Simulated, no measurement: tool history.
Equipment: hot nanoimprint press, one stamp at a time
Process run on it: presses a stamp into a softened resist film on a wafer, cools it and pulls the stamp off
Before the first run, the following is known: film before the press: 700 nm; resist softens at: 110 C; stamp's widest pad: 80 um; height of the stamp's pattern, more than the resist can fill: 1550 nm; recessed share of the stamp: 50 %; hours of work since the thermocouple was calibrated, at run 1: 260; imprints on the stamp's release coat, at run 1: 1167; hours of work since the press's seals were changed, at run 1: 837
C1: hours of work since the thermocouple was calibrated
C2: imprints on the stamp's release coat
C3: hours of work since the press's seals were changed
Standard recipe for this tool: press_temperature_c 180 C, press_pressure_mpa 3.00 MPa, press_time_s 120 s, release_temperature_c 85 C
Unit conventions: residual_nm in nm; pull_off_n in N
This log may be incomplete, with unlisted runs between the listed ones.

run 1 hour=0.0 | press_temperature_c=180 press_pressure_mpa=3.00 press_time_s=120 release_temperature_c=85 | C1=260 C2=1167 C3=837 | residual_nm=378.7 pull_off_n=210
run 2 hour=67.3 | press_temperature_c=180 press_pressure_mpa=3.00 press_time_s=120 release_temperature_c=85 | C1=298 C2=1340 C3=875 | residual_nm=383.6 pull_off_n=217
-- hour=75.0 plate thermocouple calibrated
run 3 hour=124.3 | press_temperature_c=180 press_pressure_mpa=3.00 press_time_s=120 release_temperature_c=85 | C1=28 C2=1479 C3=906 | residual_nm=381.2 pull_off_n=212
run 4 hour=156.7 | press_temperature_c=190 press_pressure_mpa=3.00 press_time_s=120 release_temperature_c=85 | C1=47 C2=1562 C3=925 | residual_nm=241.1 pull_off_n=216
run 5 hour=188.7 | press_temperature_c=190 press_pressure_mpa=3.00 press_time_s=120 release_temperature_c=85 | C1=65 C2=1644 C3=943 | residual_nm=243.9 pull_off_n=214
-- hour=209.1 stamp cleaned and given a new release coat
run 6 hour=239.1 | press_temperature_c=169 press_pressure_mpa=3.00 press_time_s=120 release_temperature_c=85 | C1=91 C2=77 C3=969 | residual_nm=572.8 pull_off_n=211
run 7 hour=308.3 | press_temperature_c=169 press_pressure_mpa=3.00 press_time_s=120 release_temperature_c=85 | C1=130 C2=255 C3=1008 | residual_nm=575.3 pull_off_n=207
run 8 hour=366.3 | press_temperature_c=169 press_pressure_mpa=3.00 press_time_s=120 release_temperature_c=85 | C1=163 C2=404 C3=1041 | residual_nm=571.7 pull_off_n=204
-- hour=388.1 press's hydraulic seals changed and the load cell set to zero
run 9 hour=417.4 | press_temperature_c=169 press_pressure_mpa=3.00 press_time_s=120 release_temperature_c=85 | C1=188 C2=515 C3=17 | residual_nm=567.3 pull_off_n=212
run 10 hour=458.0 | press_temperature_c=169 press_pressure_mpa=4.67 press_time_s=120 release_temperature_c=85 | C1=211 C2=619 C3=40 | residual_nm=503.7 pull_off_n=213
run 11 hour=486.1 | press_temperature_c=180 press_pressure_mpa=3.44 press_time_s=120 release_temperature_c=85 | C1=227 C2=691 C3=56 | residual_nm=356.9 pull_off_n=210
run 12 hour=535.0 | press_temperature_c=180 press_pressure_mpa=3.44 press_time_s=120 release_temperature_c=85 | C1=255 C2=817 C3=84 | residual_nm=361.2 pull_off_n=218
run 13 hour=602.1 | press_temperature_c=180 press_pressure_mpa=3.00 press_time_s=83 release_temperature_c=85 | C1=294 C2=990 C3=123 | residual_nm=427.2 pull_off_n=210
-- hour=615.2 plate thermocouple calibrated
run 14 hour=648.6 | press_temperature_c=170 press_pressure_mpa=3.80 press_time_s=120 release_temperature_c=85 | C1=19 C2=1102 C3=147 | residual_nm=517.8 pull_off_n=212
run 15 hour=704.0 | press_temperature_c=170 press_pressure_mpa=3.80 press_time_s=120 release_temperature_c=85 | C1=51 C2=1244 C3=179 | residual_nm=517.4 pull_off_n=209
run 16 hour=771.5 | press_temperature_c=182 press_pressure_mpa=2.98 press_time_s=127 release_temperature_c=85 | C1=89 C2=1418 C3=218 | residual_nm=345.6 pull_off_n=208
run 17 hour=806.1 | press_temperature_c=182 press_pressure_mpa=2.98 press_time_s=127 release_temperature_c=85 | C1=109 C2=1506 C3=238 | residual_nm=345.6 pull_off_n=211
run 18 hour=840.6 | press_temperature_c=182 press_pressure_mpa=3.16 press_time_s=99 release_temperature_c=79 | C1=129 C2=1595 C3=257 | residual_nm=361.9 pull_off_n=219
-- hour=881.2 stamp cleaned and given a new release coat
run 19 hour=890.0 | press_temperature_c=169 press_pressure_mpa=4.47 press_time_s=99 release_temperature_c=79 | C1=154 C2=23 C3=282 | residual_nm=530.9 pull_off_n=217
run 20 hour=919.1 | press_temperature_c=180 press_pressure_mpa=3.00 press_time_s=120 release_temperature_c=89 | C1=171 C2=98 C3=299 | residual_nm=381.8 pull_off_n=205
run 21 hour=975.6 | press_temperature_c=180 press_pressure_mpa=2.32 press_time_s=120 release_temperature_c=79 | C1=203 C2=243 C3=331 | residual_nm=429.5 pull_off_n=224
run 22 hour=1041.1 | press_temperature_c=180 press_pressure_mpa=2.32 press_time_s=120 release_temperature_c=79 | C1=240 C2=411 C3=369 | residual_nm=430.2 pull_off_n=219
run 23 hour=1108.0 | press_temperature_c=180 press_pressure_mpa=3.03 press_time_s=226 release_temperature_c=79 | C1=279 C2=583 C3=407 | residual_nm=309.4 pull_off_n=218
-- hour=1150.6 plate thermocouple calibrated
run 24 hour=1159.0 | press_temperature_c=180 press_pressure_mpa=3.03 press_time_s=226 release_temperature_c=79 | C1=5 C2=707 C3=434 | residual_nm=308.6 pull_off_n=221
run 25 hour=1223.4 | press_temperature_c=180 press_pressure_mpa=3.03 press_time_s=226 release_temperature_c=79 | C1=42 C2=872 C3=471 | residual_nm=308.8 pull_off_n=217
run 26 hour=1264.1 | press_temperature_c=191 press_pressure_mpa=4.61 press_time_s=76 release_temperature_c=78 | C1=65 C2=977 C3=495 | residual_nm=214.6 pull_off_n=223

Predict each of these 3 candidate next runs independently; none follows another, all start after run 26:
run A hour=1304.9 | press_temperature_c=180 press_pressure_mpa=2.30 press_time_s=120 release_temperature_c=78 | C1=88 C2=1082 C3=518 | residual_nm=? pull_off_n=?
run B hour=1304.9 | press_temperature_c=190 press_pressure_mpa=3.00 press_time_s=201 release_temperature_c=85 | C1=88 C2=1082 C3=518 | residual_nm=? pull_off_n=?
run C hour=1304.9 | press_temperature_c=191 press_pressure_mpa=2.25 press_time_s=76 release_temperature_c=78 | C1=88 C2=1082 C3=518 | residual_nm=? pull_off_n=?

run=A residual_nm=434.7 pull_off_n=225
run=B residual_nm=199.1 pull_off_n=206
run=C residual_nm=318.4 pull_off_n=219
What these runs would have given with no unlogged condition in the tool:
run=A residual_nm=434.5 pull_off_n=225
run=B residual_nm=199.0 pull_off_n=206
run=C residual_nm=318.3 pull_off_n=218
